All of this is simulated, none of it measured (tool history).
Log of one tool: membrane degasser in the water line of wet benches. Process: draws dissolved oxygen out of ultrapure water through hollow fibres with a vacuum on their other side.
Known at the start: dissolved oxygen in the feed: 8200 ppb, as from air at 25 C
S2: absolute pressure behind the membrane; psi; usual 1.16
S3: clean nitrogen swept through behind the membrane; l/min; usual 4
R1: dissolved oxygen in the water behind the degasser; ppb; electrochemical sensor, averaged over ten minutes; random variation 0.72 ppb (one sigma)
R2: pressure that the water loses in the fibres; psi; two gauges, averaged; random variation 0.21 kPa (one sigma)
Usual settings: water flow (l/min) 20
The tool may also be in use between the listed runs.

Run 1, hour 0: usual settings. Result: R1 70.4 ppb, R2 7.773 psi.
Run 2, hour 266.5: usual settings. Result: R1 72.4 ppb, R2 7.784 psi.
Run 3, hour 491.6: usual settings. Result: R1 72.4 ppb, R2 7.768 psi.
Run 4, hour 704.4: usual settings. Result: R1 72.3 ppb, R2 7.799 psi.
Run 5, hour 872.3: usual settings but S3 7.58 l/min. Result: R1 45.2 ppb, R2 7.844 psi.
Run 6, hour 1013.8: usual settings but S3 7.58 l/min. Result: R1 44.9 ppb, R2 7.835 psi.
Run 7, hour 1299.2: usual settings but S3 7.58 l/min. Result: R1 43.5 ppb, R2 7.913 psi.
Run 8, hour 1576.6: usual settings but S3 7.58 l/min. Result: R1 45.9 ppb, R2 7.858 psi.
Run 9, hour 1724.8: usual settings but S3 6.16 l/min. Result: R1 53.1 ppb, R2 7.896 psi.
Run 10, hour 1864.7: usual settings but S3 6.16 l/min. Result: R1 52.3 ppb, R2 7.873 psi.
Run 11, hour 2010.6: usual settings but S3 6.16 l/min. Result: R1 53.1 ppb, R2 7.923 psi.
Run 12, hour 2306.4: usual settings but S3 6.16 l/min. Result: R1 54.1 ppb, R2 7.86 psi.
Run 13, hour 2592.9: usual settings but S2 1.282 psi. Result: R1 84.5 ppb, R2 7.855 psi.
Run 14, hour 2794.5: usual settings but water flow (l/min) 14. Result: R1 48.4 ppb, R2 5.538 psi.
Run 15, hour 3077.9: usual settings but water flow (l/min) 14. Result: R1 47.9 ppb, R2 5.564 psi.
Run 16, hour 3261.5: usual settings but water flow (l/min) 26, S2 0.724 psi, S3 1.84 l/min. Result: R1 96.1 ppb, R2 10.292 psi.
Run 17, hour 3410.2: usual settings but water flow (l/min) 13, S2 0.857 psi, S3 10.92 l/min. Result: R1 12.6 ppb, R2 5.182 psi.
Run 18, hour 3651.6: usual settings but water flow (l/min) 23, S2 0.914 psi. Result: R1 68.7 ppb, R2 9.117 psi.
Run 19, hour 3943.8: usual settings but S2 1.366 psi, S3 11.47 l/min. Result: R1 43.1 ppb, R2 7.992 psi.
At hour 4157.7: vacuum gauge calibrated.
Run 20, hour 4189.3: usual settings but S2 1.366 psi, S3 11.47 l/min. Result: R1 40.8 ppb, R2 8.009 psi.
Run 21, hour 4365.9: usual settings but S2 1.028 psi, S3 3.63 l/min. Result: R1 65.2 ppb, R2 7.992 psi.
Run 22, hour 4556.2: usual settings but S2 1.028 psi, S3 3.63 l/min. Result: R1 65.6 ppb, R2 8.026 psi.
Run 23, hour 4682.8: usual settings but water flow (l/min) 17, S2 2.544 psi, S3 6.2 l/min. Result: R1 105.9 ppb, R2 6.805 psi.
Run 24, hour 4981.8: usual settings but water flow (l/min) 28, S2 2.544 psi, S3 6.2 l/min. Result: R1 194.4 ppb, R2 11.271 psi.
Run 25, hour 5117.5: usual settings but water flow (l/min) 27, S2 2.544 psi, S3 9.64 l/min. Result: R1 133.7 ppb, R2 10.84 psi.
Run 26, hour 5268.6: usual settings but water flow (l/min) 25, S2 2.138 psi, S3 9.64 l/min. Result: R1 103.2 ppb, R2 10.142 psi.
Run 27, hour 5500.9: usual settings but water flow (l/min) 25, S2 2.138 psi, S3 9.95 l/min. Result: R1 102.2 ppb, R2 10.131 psi.
Run 28, hour 5692: usual settings but water flow (l/min) 25, S2 2.138 psi, S3 9.95 l/min. Result: R1 100.3 ppb, R2 10.002 psi.

3 ways to go on from here, each from the tool as it stands after run 28. What would each give?
At hour 5854.8: seals of the vacuum lines changed.
Run A, hour 5897.7: usual settings but water flow (l/min) 13, S2 0.85 psi, S3 10.42 l/min. Result: R1 ?, R2 ?.
At hour 5854.8: seals of the vacuum lines changed.
Run B, hour 5897.7: usual settings but S2 0.814 psi, S3 4.88 l/min. Result: R1 ?, R2 ?.
At hour 5854.8: seals of the vacuum lines changed.
Run C, hour 5897.7: usual settings but water flow (l/min) 15, S2 2.138 psi, S3 2.62 l/min. Result: R1 ?, R2 ?.

run     R1     R2
  A   11.7  5.232
  B   40.7  8.042
  C  162.8  6.068
Without the tool's hidden state the same runs would have given:
run     R1     R2
  A    9.7  4.743
  B   32.9  7.291
  C  159.2  5.501
